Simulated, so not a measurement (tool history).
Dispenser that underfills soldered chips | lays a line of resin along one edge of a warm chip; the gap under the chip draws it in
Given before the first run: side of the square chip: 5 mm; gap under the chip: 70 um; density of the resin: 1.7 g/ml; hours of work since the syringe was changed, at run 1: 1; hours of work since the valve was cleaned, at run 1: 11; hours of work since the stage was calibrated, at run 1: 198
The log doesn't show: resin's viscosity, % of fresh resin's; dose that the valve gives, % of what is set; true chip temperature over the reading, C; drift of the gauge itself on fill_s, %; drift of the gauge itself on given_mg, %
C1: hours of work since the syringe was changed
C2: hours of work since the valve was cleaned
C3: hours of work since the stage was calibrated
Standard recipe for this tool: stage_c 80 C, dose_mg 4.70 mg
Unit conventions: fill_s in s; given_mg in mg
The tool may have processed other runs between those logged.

Run 1, day 0.000: usual settings; C1 1; C2 11; C3 198. Result: fill_s 7.0 s, given_mg 4.68 mg.
Run 2, day 0.367: usual settings; C1 7; C2 17; C3 204. Result: fill_s 8.5 s, given_mg 4.62 mg.
At day 0.475: new syringe of resin.
Run 3, day 0.575: usual settings; C1 2; C2 20; C3 207. Result: fill_s 7.0 s, given_mg 4.62 mg.
Run 4, day 0.908: usual settings; C1 7; C2 25; C3 212. Result: fill_s 8.5 s, given_mg 4.62 mg.
At day 1.000: new syringe of resin.
Run 5, day 1.354: usual settings; C1 6; C2 32; C3 219. Result: fill_s 8.6 s, given_mg 4.61 mg.
At day 1.529: new syringe of resin.
Run 6, day 1.775: usual settings; C1 4; C2 38; C3 225. Result: fill_s 7.7 s, given_mg 4.60 mg.
Run 7, day 2.042: usual settings; C1 8; C2 42; C3 230. Result: fill_s 9.6 s, given_mg 4.59 mg.
At day 2.092: new syringe of resin.
Run 8, day 2.417: usual settings; C1 5; C2 48; C3 235. Result: fill_s 8.7 s, given_mg 4.59 mg.
At day 2.633: new syringe of resin.
Run 9, day 2.854: usual settings; C1 3; C2 55; C3 242. Result: fill_s 7.5 s, given_mg 4.54 mg.
At day 3.158: new syringe of resin.
Run 10, day 3.158: usual settings but stage_c 92 C; C1 0; C2 59; C3 246. Result: fill_s 5.2 s, given_mg 4.52 mg.
Run 11, day 3.558: usual settings; C1 6; C2 65; C3 253. Result: fill_s 8.7 s, given_mg 4.50 mg.
At day 3.704: new syringe of resin.
Run 12, day 3.767: usual settings but stage_c 94 C, dose_mg 4.37 mg; C1 1; C2 68; C3 256. Result: fill_s 4.6 s, given_mg 4.20 mg.
Run 13, day 3.950: usual settings but stage_c 82 C, dose_mg 4.50 mg; C1 4; C2 71; C3 259. Result: fill_s 7.2 s, given_mg 4.28 mg.

Estimate the outcome of run 14 from the log above:
At day 4.242: new syringe of resin.
Run 14, day 4.321: usual settings but stage_c 82 C, dose_mg 4.50 mg; C1 1; C2 77; C3 264. Result: fill_s ?, given_mg ?.

Run 14 measured fill_s 6.4 s, given_mg 4.25 mg.
Minus the tool's unlogged condition, the same run would have read fill_s 5.7 s, given_mg 4.48 mg.
